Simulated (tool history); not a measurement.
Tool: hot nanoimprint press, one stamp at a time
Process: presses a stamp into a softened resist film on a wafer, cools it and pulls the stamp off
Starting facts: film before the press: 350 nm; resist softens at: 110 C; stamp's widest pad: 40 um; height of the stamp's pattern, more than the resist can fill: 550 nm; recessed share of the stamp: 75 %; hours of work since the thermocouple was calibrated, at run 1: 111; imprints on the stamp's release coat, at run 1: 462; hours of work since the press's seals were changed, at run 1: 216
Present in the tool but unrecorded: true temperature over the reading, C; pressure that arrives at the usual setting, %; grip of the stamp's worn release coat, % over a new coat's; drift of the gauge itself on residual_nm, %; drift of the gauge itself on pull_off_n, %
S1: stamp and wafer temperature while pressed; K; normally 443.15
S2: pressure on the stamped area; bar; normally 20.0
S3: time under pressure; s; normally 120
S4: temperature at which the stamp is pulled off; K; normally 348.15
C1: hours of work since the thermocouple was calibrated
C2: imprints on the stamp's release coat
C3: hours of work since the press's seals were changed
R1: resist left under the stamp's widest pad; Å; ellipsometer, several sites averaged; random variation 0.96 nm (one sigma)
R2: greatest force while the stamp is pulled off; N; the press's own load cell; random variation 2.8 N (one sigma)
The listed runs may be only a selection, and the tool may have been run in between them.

Run 1, hour 0.0: usual settings; C1 111; C2 462; C3 216. Result: R1 2057 Å, R2 142 N.
Run 2, hour 4.6: usual settings; C1 113; C2 482; C3 218. Result: R1 2058 Å, R2 140 N.
Run 3, hour 14.3: usual settings; C1 119; C2 523; C3 224. Result: R1 2077 Å, R2 144 N.
Run 4, hour 20.0: usual settings; C1 122; C2 547; C3 227. Result: R1 2065 Å, R2 147 N.
Run 5, hour 27.3: usual settings but S3 75 s; C1 126; C2 577; C3 231. Result: R1 2342 Å, R2 144 N.
Run 6, hour 33.3: usual settings but S3 75 s; C1 129; C2 602; C3 234. Result: R1 2349 Å, R2 141 N.
Run 7, hour 43.0: usual settings but S3 75 s; C1 135; C2 643; C3 240. Result: R1 2355 Å, R2 147 N.
At hour 54.4: stamp cleaned and given a new release coat.
Run 8, hour 55.7: usual settings but S1 448.15 K; C1 138; C2 6; C3 243. Result: R1 1706 Å, R2 128 N.
Run 9, hour 63.0: usual settings but S1 448.15 K; C1 142; C2 36; C3 247. Result: R1 1727 Å, R2 130 N.
Run 10, hour 71.1: usual settings but S1 448.15 K; C1 147; C2 70; C3 252. Result: R1 1698 Å, R2 129 N.
Run 11, hour 79.0: usual settings but S2 14.9 bar, S3 74 s, S4 344.15 K; C1 151; C2 103; C3 256. Result: R1 2574 Å, R2 147 N.
Run 12, hour 86.4: usual settings but S1 454.15 K, S2 14.9 bar, S3 127 s, S4 346.15 K; C1 155; C2 135; C3 260. Result: R1 1561 Å, R2 142 N.
Run 13, hour 94.7: usual settings but S1 454.15 K, S2 14.9 bar, S3 127 s, S4 346.15 K; C1 160; C2 169; C3 265. Result: R1 1565 Å, R2 138 N.
Run 14, hour 104.5: usual settings but S1 432.15 K, S2 23.4 bar, S3 127 s, S4 354.15 K; C1 165; C2 211; C3 270. Result: R1 2705 Å, R2 114 N.
Run 15, hour 113.4: usual settings but S1 432.15 K, S2 23.4 bar, S3 127 s, S4 354.15 K; C1 170; C2 248; C3 275. Result: R1 2715 Å, R2 113 N.

Run 16, settings as shown, results not yet in. Your forecast:
Run 16, hour 122.5: usual settings but S1 432.15 K, S2 23.4 bar, S3 127 s, S4 340.15 K; C1 175; C2 286; C3 280. Result: R1 ?, R2 ?.

Run 16 measured R1 2683 Å, R2 162 N.
Take away the tool's hidden state, keep the run-to-run variation as it was, and the same run would have given R1 2707 Å, R2 152 N.
